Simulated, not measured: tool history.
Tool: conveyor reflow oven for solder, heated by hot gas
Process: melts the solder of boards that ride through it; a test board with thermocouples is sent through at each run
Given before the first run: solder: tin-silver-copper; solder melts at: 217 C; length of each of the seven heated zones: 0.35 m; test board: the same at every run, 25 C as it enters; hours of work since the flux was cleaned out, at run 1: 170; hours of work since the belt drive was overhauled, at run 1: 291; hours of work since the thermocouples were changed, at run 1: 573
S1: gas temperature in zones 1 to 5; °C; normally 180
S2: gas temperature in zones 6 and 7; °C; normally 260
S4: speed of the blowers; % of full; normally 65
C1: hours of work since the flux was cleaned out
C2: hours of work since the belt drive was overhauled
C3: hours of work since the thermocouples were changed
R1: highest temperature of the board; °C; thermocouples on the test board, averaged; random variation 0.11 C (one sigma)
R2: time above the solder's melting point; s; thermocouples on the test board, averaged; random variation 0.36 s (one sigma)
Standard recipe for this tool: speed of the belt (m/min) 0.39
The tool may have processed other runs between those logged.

Run 1, hour 0: usual settings; C1 170; C2 291; C3 573. Result: R1 247.7 °C, R2 79.9 s.
Run 2, hour 19.4: usual settings; C1 178; C2 300; C3 582. Result: R1 247.4 °C, R2 79.6 s.
Run 3, hour 37.4: usual settings; C1 186; C2 307; C3 590. Result: R1 247.5 °C, R2 80 s.
Run 4, hour 54.5: usual settings; C1 193; C2 315; C3 597. Result: R1 247.6 °C, R2 80 s.
Run 5, hour 67: usual settings; C1 199; C2 320; C3 602. Result: R1 247.6 °C, R2 79.9 s.
Run 6, hour 88.4: usual settings; C1 208; C2 329; C3 612. Result: R1 247.7 °C, R2 80.2 s.
Run 7, hour 104: usual settings; C1 215; C2 336; C3 618. Result: R1 247.6 °C, R2 80.1 s.
Run 8, hour 117.3: usual settings; C1 220; C2 342; C3 624. Result: R1 247.7 °C, R2 79.9 s.
Run 9, hour 140: usual settings; C1 230; C2 352; C3 634. Result: R1 247.5 °C, R2 80.3 s.
Run 10, hour 157.4: usual settings but S2 255 °C; C1 237; C2 359; C3 641. Result: R1 243.2 °C, R2 75.3 s.
Run 11, hour 168.1: usual settings but S2 255 °C; C1 242; C2 364; C3 646. Result: R1 243.1 °C, R2 75.5 s.
Run 12, hour 177.9: usual settings; C1 246; C2 368; C3 650. Result: R1 247.6 °C, R2 79.4 s.
Run 13, hour 193.3: usual settings but S2 266 °C; C1 253; C2 375; C3 657. Result: R1 252.8 °C, R2 85.5 s.
Run 14, hour 208.5: usual settings but S2 266 °C; C1 260; C2 381; C3 663. Result: R1 252.7 °C, R2 84.7 s.
Run 15, hour 229.9: usual settings but S2 266 °C; C1 269; C2 390; C3 673. Result: R1 252.8 °C, R2 84.6 s.
Run 16, hour 244.5: usual settings but S4 83 % of full; C1 275; C2 397; C3 679. Result: R1 251.2 °C, R2 85 s.
Run 17, hour 263.2: usual settings but S4 83 % of full; C1 283; C2 405; C3 687. Result: R1 251.3 °C, R2 84.9 s.
Run 18, hour 282.7: usual settings but S4 83 % of full; C1 292; C2 413; C3 695. Result: R1 251 °C, R2 85.5 s.
Run 19, hour 295.2: usual settings but S4 83 % of full; C1 297; C2 419; C3 701. Result: R1 250.9 °C, R2 86.1 s.
Run 20, hour 316.4: usual settings but S4 83 % of full; C1 306; C2 428; C3 710. Result: R1 250.9 °C, R2 85 s.
Run 21, hour 336.2: usual settings but S4 83 % of full; C1 315; C2 436; C3 718. Result: R1 251.3 °C, R2 85.3 s.
Run 22, hour 348.2: usual settings but S4 83 % of full; C1 320; C2 441; C3 724. Result: R1 251.1 °C, R2 85.3 s.
Run 23, hour 370.3: usual settings but S1 176 °C, S4 72 % of full; C1 329; C2 451; C3 733. Result: R1 248.5 °C, R2 79.9 s.
Run 24, hour 381.2: usual settings but S2 258 °C, speed of the belt (m/min) 0.415, S4 86 % of full; C1 334; C2 456; C3 738. Result: R1 248.6 °C, R2 77.5 s.
Run 25, hour 394.1: usual settings but S2 258 °C, speed of the belt (m/min) 0.415, S4 86 % of full; C1 340; C2 461; C3 743. Result: R1 248.4 °C, R2 76.8 s.
Run 26, hour 405.6: usual settings but S2 251 °C, speed of the belt (m/min) 0.415, S4 51 % of full; C1 345; C2 466; C3 748. Result: R1 234.1 °C, R2 53.3 s.
Run 27, hour 419.7: usual settings but S1 184 °C, S2 271 °C, speed of the belt (m/min) 0.44, S4 71 % of full; C1 351; C2 472; C3 754. Result: R1 256 °C, R2 79.3 s.
At hour 430.2: flux residue cleaned out of gas plates and filters.
Run 28, hour 439.4: usual settings but S1 184 °C, S2 271 °C, speed of the belt (m/min) 0.44, S4 71 % of full; C1 4; C2 479; C3 761. Result: R1 255.9 °C, R2 79.4 s.
Run 29, hour 458.6: usual settings but S1 184 °C, S2 266 °C, speed of the belt (m/min) 0.44, S4 52 % of full; C1 12; C2 487; C3 769. Result: R1 246.1 °C, R2 67.3 s.
Run 30, hour 479.6: usual settings but S2 258 °C, speed of the belt (m/min) 0.384; C1 21; C2 496; C3 778. Result: R1 246.3 °C, R2 80.1 s.
Run 31, hour 495.7: usual settings but S1 188 °C, speed of the belt (m/min) 0.434; C1 28; C2 503; C3 785. Result: R1 246.3 °C, R2 73 s.
Run 32, hour 513.8: usual settings but S1 188 °C, speed of the belt (m/min) 0.362; C1 36; C2 511; C3 793. Result: R1 250.6 °C, R2 96.1 s.

Here are 3 independent what-if runs from the current tool condition. What would each one return?
Run A, hour 536.3: usual settings but S1 188 °C, S2 269 °C, speed of the belt (m/min) 0.464, S4 57 % of full; C1 46; C2 520; C3 802. Result: R1 ?, R2 ?.
Run B, hour 536.3: usual settings but speed of the belt (m/min) 0.434; C1 46; C2 520; C3 802. Result: R1 ?, R2 ?.
Run C, hour 536.3: usual settings but S1 165 °C, S2 254 °C, S4 87 % of full; C1 46; C2 520; C3 802. Result: R1 ?, R2 ?.

run     R1    R2
  A  249.2  70.1
  B  244.6  67.4
  C  244.7  71.9
Had the tool no hidden state, the same runs would have come out as:
run     R1    R2
  A  249.2    70
  B  244.6  67.3
  C  244.7  71.8

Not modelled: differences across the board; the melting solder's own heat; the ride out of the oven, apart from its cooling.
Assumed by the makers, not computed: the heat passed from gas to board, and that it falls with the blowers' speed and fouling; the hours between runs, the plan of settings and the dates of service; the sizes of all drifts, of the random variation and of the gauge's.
